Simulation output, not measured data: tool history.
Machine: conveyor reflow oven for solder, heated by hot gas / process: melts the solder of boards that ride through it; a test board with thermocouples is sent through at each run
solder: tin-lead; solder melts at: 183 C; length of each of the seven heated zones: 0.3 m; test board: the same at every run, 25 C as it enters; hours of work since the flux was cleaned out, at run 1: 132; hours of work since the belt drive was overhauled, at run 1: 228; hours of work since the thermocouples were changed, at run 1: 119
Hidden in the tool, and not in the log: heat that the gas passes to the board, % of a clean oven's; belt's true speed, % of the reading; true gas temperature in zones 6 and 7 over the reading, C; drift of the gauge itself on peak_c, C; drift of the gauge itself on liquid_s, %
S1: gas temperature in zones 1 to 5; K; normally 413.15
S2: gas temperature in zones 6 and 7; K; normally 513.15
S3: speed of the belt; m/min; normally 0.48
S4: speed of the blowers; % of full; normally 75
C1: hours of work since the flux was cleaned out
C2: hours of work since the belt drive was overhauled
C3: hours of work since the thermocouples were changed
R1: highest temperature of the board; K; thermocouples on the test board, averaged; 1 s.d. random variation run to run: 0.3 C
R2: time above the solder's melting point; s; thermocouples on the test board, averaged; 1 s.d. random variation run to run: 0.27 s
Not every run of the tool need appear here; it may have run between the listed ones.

run,hour,S1,S2,S3,S4,C1,C2,C3,R1,R2
1,0,413.15,513.15,0.48,75,132,228,119,491.75,57
2,7.8,413.15,513.15,0.48,75,136,232,122,491.65,56.9
3,13.7,413.15,513.15,0.48,75,139,235,125,491.65,56.7
4,18.3,413.15,513.15,0.48,75,141,237,127,492.25,56.6
5,27.3,413.15,513.15,0.404,75,145,241,131,497.55,73.4
6,36.2,413.15,513.15,0.48,75,149,245,135,492.35,57.1
7,44.3,413.15,513.15,0.48,75,152,248,139,491.85,57
8,53.8,399.15,513.15,0.48,75,157,253,143,489.25,49.7
9,61.4,413.15,513.15,0.48,75,160,256,146,491.75,56.9
10,68.4,413.15,513.15,0.48,75,163,259,150,492.05,56.8
11,77.6,419.15,527.15,0.48,75,167,263,154,504.55,67.1
12,83,417.15,514.15,0.417,55,170,266,156,493.75,69.5
13,87.6,417.15,514.15,0.417,55,172,268,158,493.75,69
14,93.4,425.15,514.15,0.578,77,175,271,161,489.25,48.6
15,103.4,425.15,514.15,0.578,77,179,275,165,489.35,48.5
16,110.3,425.15,505.15,0.507,77,182,278,168,486.95,54.9
17,121,416.15,527.15,0.466,90,187,283,173,507.75,70.1

5 options for the next run, each taken on its own from the tool as it stands now. Forecast them:
A,132.3,416.15,520.15,0.48,90,192,288,178,?,?
B,132.3,413.15,513.15,0.51,75,192,288,178,?,?
C,132.3,413.15,513.15,0.549,75,192,288,178,?,?
D,132.3,413.15,526.15,0.48,60,192,288,178,?,?
E,132.3,419.15,527.15,0.529,50,192,288,178,?,?

run,R1,R2
A,500.75,63.9
B,488.85,51.5
C,486.35,45.3
D,499.05,61.4
E,493.05,53.7
Without the tool's hidden state the same runs would have given:
run,R1,R2
A,500.85,64
B,488.95,51.5
C,486.35,45.4
D,499.05,61.4
E,493.05,53.8
